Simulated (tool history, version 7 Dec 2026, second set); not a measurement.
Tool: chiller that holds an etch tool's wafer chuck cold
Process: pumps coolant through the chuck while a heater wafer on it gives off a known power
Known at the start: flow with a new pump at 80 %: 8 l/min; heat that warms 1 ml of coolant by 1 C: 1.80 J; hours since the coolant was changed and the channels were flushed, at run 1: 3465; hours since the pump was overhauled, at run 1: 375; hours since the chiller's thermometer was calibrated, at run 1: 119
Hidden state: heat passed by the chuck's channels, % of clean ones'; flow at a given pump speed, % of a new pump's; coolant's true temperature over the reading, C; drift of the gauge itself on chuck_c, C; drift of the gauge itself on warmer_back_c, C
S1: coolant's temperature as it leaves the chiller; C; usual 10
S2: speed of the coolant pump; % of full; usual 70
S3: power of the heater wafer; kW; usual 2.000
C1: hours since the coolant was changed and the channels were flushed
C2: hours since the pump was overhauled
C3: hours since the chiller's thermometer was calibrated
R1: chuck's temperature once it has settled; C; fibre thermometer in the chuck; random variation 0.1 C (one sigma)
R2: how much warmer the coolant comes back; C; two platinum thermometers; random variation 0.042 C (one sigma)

run   hour  S1  S2     S3    C1   C2   C3    R1    R2
  1    0.0  10  70  2.000  3465  375  119  31.4  9.70
  2   24.7  10  70  2.000  3490  400  144  31.5  9.65
  3   49.5  10  70  2.000  3514  425  169  31.4  9.76
  4   64.6  10  94  2.000  3529  440  184  26.1  7.04
  5   78.9  10  83  2.000  3544  454  198  28.2  8.09
  6  104.7  10  83  2.000  3569  480  224  28.1  8.06
  7  134.5  10  83  2.000  3599  510  254  28.2  8.04
  8  156.2  10  83  2.000  3621  531  275  28.3  8.12
  9  171.1  10  83  2.000  3636  546  290  28.1  8.13
 10  186.4  19  98  1.371  3651  562  306  29.7  4.58
 11  210.8  19  98  1.371  3676  586  330  29.8  4.67
 12  240.2   0  68  1.123  3705  615  359  12.5  5.66

Forecast each of these 3 alternatives for the next run:
  A  274.0  10  76  2.101  3739  649  393   ?   ?
  B  274.0  13  68  1.123  3739  649  393   ?   ?
  C  274.0  10  64  2.578  3739  649  393   ?   ?

run    R1     R2
  A  30.9   9.32
  B  25.5   5.64
  C  40.5  13.82
Without the tool's hidden state the same runs would have given:
run    R1     R2
  A  28.6   9.21
  B  24.1   5.57
  C  37.2  13.66
